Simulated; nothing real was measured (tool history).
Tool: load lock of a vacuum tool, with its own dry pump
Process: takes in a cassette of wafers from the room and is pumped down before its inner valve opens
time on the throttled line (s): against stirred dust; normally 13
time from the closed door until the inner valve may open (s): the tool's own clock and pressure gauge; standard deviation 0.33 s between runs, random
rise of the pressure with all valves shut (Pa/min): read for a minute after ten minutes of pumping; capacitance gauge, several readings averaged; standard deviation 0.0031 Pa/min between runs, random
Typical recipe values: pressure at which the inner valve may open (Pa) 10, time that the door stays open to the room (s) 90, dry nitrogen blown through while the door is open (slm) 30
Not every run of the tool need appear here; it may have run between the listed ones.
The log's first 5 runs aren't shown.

run	hour	time on the throttled line (s)	pressure at which the inner valve may open (Pa)	time that the door stays open to the room (s)	dry nitrogen blown through while the door is open (slm)	incoming humidity of the room's air, %	time from the closed door until the inner valve may open (s)	rise of the pressure with all valves shut (Pa/min)
6	931.9	11	10	90	30	46.2	22.8	0.066
7	1157.5	11	10	90	30	44.3	24.2	0.066
8	1375.9	13	10	90	42	46	25	0.063
9	1566.9	13	8	90	30	44.9	25.8	0.08
10	1802.6	13	8	90	30	43.6	25.7	0.081
11	2025.8	13	8	90	30	43.6	25.5	0.09
12	2254.5	13	8	90	30	43.4	25.2	0.088
13	2413.9	13	10	90	5	44.5	24.9	0.127
14	2520.9	13	10	54	30	47	25.2	0.077
15	2662.1	13	10	157	30	45.1	25.2	0.116
16	2894.9	13	10	157	30	45.6	24.8	0.119
17	3050.2	13	10	157	30	43.8	25.4	0.121
18	3182.8	13	10	90	8	44.6	25.5	0.13
19	3303.8	13	10	90	8	44.2	25.7	0.129
20	3503.5	21	8	90	5	43.2	32.6	0.14
21	3624.4	21	8	90	5	42.1	33.1	0.149

Estimate the outcome of run 22 from the log above:
22	3733.1	16	15	90	38	44.8	?	?

{"run 22": {"time from the closed door until the inner valve may open (s)": 26.4, "rise of the pressure with all valves shut (Pa/min)": 0.115}}
Were there no unlogged condition in the tool, this run, its random variation unchanged, would have produced time from the closed door until the inner valve may open (s) 25.2, rise of the pressure with all valves shut (Pa/min) 0.066.
